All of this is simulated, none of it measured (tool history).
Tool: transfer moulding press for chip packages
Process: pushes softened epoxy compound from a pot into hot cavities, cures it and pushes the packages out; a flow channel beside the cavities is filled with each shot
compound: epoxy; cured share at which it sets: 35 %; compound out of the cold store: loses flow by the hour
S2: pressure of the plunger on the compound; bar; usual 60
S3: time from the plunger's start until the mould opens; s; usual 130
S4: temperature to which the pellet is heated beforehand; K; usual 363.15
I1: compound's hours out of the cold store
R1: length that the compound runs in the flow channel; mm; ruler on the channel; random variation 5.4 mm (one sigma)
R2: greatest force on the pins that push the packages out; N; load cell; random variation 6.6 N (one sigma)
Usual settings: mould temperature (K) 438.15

run 1 hour=0 | mould_temperature_(K)=438.15 S2=60 S3=130 S4=363.15 | I1=46.8 | R1=811 R2=341
-- hour=10 mould's thermocouples calibrated
run 2 hour=11.3 | mould_temperature_(K)=438.15 S2=60 S3=130 S4=363.15 | I1=10.6 | R1=913 R2=383
run 3 hour=22 | mould_temperature_(K)=442.15 S2=60 S3=130 S4=363.15 | I1=18.1 | R1=876 R2=342
-- hour=26.9 plunger's sealing rings changed
run 4 hour=35.9 | mould_temperature_(K)=442.15 S2=60 S3=130 S4=363.15 | I1=47.3 | R1=831 R2=347
run 5 hour=46.7 | mould_temperature_(K)=442.15 S2=60 S3=130 S4=363.15 | I1=46.3 | R1=838 R2=349
run 6 hour=55.7 | mould_temperature_(K)=442.15 S2=60 S3=130 S4=363.15 | I1=31.6 | R1=863 R2=361
run 7 hour=64.4 | mould_temperature_(K)=442.15 S2=60 S3=130 S4=363.15 | I1=29 | R1=875 R2=360
-- hour=69 cavities cleaned with cleaning compound and waxed
run 8 hour=73 | mould_temperature_(K)=442.15 S2=60 S3=130 S4=363.15 | I1=21.7 | R1=907 R2=240
run 9 hour=83.9 | mould_temperature_(K)=442.15 S2=60 S3=130 S4=363.15 | I1=41.4 | R1=841 R2=263
run 10 hour=90.4 | mould_temperature_(K)=442.15 S2=60 S3=130 S4=363.15 | I1=40.9 | R1=841 R2=266
run 11 hour=97.1 | mould_temperature_(K)=442.15 S2=60 S3=130 S4=370.15 | I1=15.9 | R1=911 R2=289
run 12 hour=103.6 | mould_temperature_(K)=438.15 S2=60 S3=130 S4=362.15 | I1=38.6 | R1=865 R2=351
run 13 hour=111.7 | mould_temperature_(K)=438.15 S2=60 S3=130 S4=362.15 | I1=40.6 | R1=866 R2=338
run 14 hour=118.6 | mould_temperature_(K)=438.15 S2=60 S3=130 S4=362.15 | I1=24.4 | R1=917 R2=361
run 15 hour=132.3 | mould_temperature_(K)=438.15 S2=60 S3=112 S4=362.15 | I1=28.6 | R1=891 R2=464
run 16 hour=138.8 | mould_temperature_(K)=437.15 S2=60 S3=130 S4=363.15 | I1=39.5 | R1=868 R2=401
run 17 hour=145.7 | mould_temperature_(K)=437.15 S2=60 S3=130 S4=363.15 | I1=22.1 | R1=922 R2=415
run 18 hour=156.8 | mould_temperature_(K)=438.15 S2=54.5 S3=130 S4=370.15 | I1=13.5 | R1=890 R2=403
run 19 hour=165.3 | mould_temperature_(K)=431.15 S2=54.5 S3=139 S4=365.15 | I1=15.2 | R1=931 R2=575
run 20 hour=171.6 | mould_temperature_(K)=431.15 S2=54.5 S3=139 S4=365.15 | I1=12.9 | R1=948 R2=595
-- hour=181.8 cavities cleaned with cleaning compound and waxed
run 21 hour=185.9 | mould_temperature_(K)=431.15 S2=54.5 S3=124 S4=365.15 | I1=38.4 | R1=868 R2=458
run 22 hour=195.7 | mould_temperature_(K)=442.15 S2=60 S3=135 S4=357.15 | I1=43.6 | R1=840 R2=243
run 23 hour=209.1 | mould_temperature_(K)=438.15 S2=68 S3=160 S4=363.15 | I1=25.3 | R1=964 R2=287
run 24 hour=215.5 | mould_temperature_(K)=438.15 S2=68 S3=157 S4=357.15 | I1=33.5 | R1=946 R2=290
run 25 hour=223.1 | mould_temperature_(K)=438.15 S2=68 S3=157 S4=357.15 | I1=25.1 | R1=970 R2=308
run 26 hour=233.3 | mould_temperature_(K)=438.15 S2=68 S3=167 S4=357.15 | I1=18.6 | R1=977 R2=317
run 27 hour=242.7 | mould_temperature_(K)=433.15 S2=68 S3=167 S4=371.15 | I1=41.8 | R1=942 R2=332
run 28 hour=255.5 | mould_temperature_(K)=431.15 S2=48.1 S3=123 S4=364.15 | I1=31.7 | R1=822 R2=693

4 ways to go on from here, each from the tool as it stands after run 28. What would each give?
run A hour=269.1 | mould_temperature_(K)=431.15 S2=48.1 S3=151 S4=364.15 | I1=20.7 | R1=? R2=?
run B hour=269.1 | mould_temperature_(K)=438.15 S2=60 S3=130 S4=369.15 | I1=41.5 | R1=? R2=?
run C hour=269.1 | mould_temperature_(K)=433.15 S2=60 S3=112 S4=370.15 | I1=8.8 | R1=? R2=?
run D hour=269.1 | mould_temperature_(K)=434.15 S2=48.1 S3=154 S4=368.15 | I1=34.6 | R1=? R2=?

run=A R1=853 R2=482
run=B R1=849 R2=393
run=C R1=976 R2=796
run=D R1=796 R2=381
Without the tool's hidden state the same runs would have given:
run=A R1=873 R2=320
run=B R1=869 R2=258
run=C R1=999 R2=528
run=D R1=815 R2=252

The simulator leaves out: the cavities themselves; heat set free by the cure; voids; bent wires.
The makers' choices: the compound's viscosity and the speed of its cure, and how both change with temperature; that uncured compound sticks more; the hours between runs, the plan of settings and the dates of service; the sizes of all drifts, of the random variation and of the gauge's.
